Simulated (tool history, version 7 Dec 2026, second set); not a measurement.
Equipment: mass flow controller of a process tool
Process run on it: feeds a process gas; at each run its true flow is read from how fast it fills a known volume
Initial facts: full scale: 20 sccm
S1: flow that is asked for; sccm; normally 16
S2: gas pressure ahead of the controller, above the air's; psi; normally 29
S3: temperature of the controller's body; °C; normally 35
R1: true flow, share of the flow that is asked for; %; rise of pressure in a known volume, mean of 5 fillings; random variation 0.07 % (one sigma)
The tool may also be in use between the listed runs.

{"run": 1, "day": 0.0, "S1": 16, "S2": 29, "S3": 35, "R1": 98.77}
{"run": 2, "day": 3.65, "S1": 3, "S2": 29, "S3": 35, "R1": 97.92}
{"run": 3, "day": 10.954, "S1": 3, "S2": 29, "S3": 35, "R1": 97.95}
{"run": 4, "day": 18.554, "S1": 16, "S2": 29, "S3": 35, "R1": 98.68}
{"run": 5, "day": 25.579, "S1": 16, "S2": 29, "S3": 35, "R1": 98.66}
{"run": 6, "day": 31.283, "S1": 16, "S2": 23.6, "S3": 35, "R1": 98.49}
{"run": 7, "day": 36.262, "S1": 16, "S2": 23.6, "S3": 35, "R1": 98.33}
{"run": 8, "day": 40.938, "S1": 16, "S2": 24.7, "S3": 35, "R1": 98.34}
{"run": 9, "day": 44.762, "S1": 16, "S2": 24.7, "S3": 35, "R1": 98.36}
{"run": 10, "day": 50.817, "S1": 16, "S2": 29, "S3": 37, "R1": 98.19}

Predict the results of run 11:
{"run": 11, "day": 58.304, "S1": 16, "S2": 30.9, "S3": 37, "R1": "?"}

Run 11 came out at R1 98.13 %.
Take away the tool's hidden state, keep the run-to-run variation as it was, and the same run would have given R1 98.73 %.
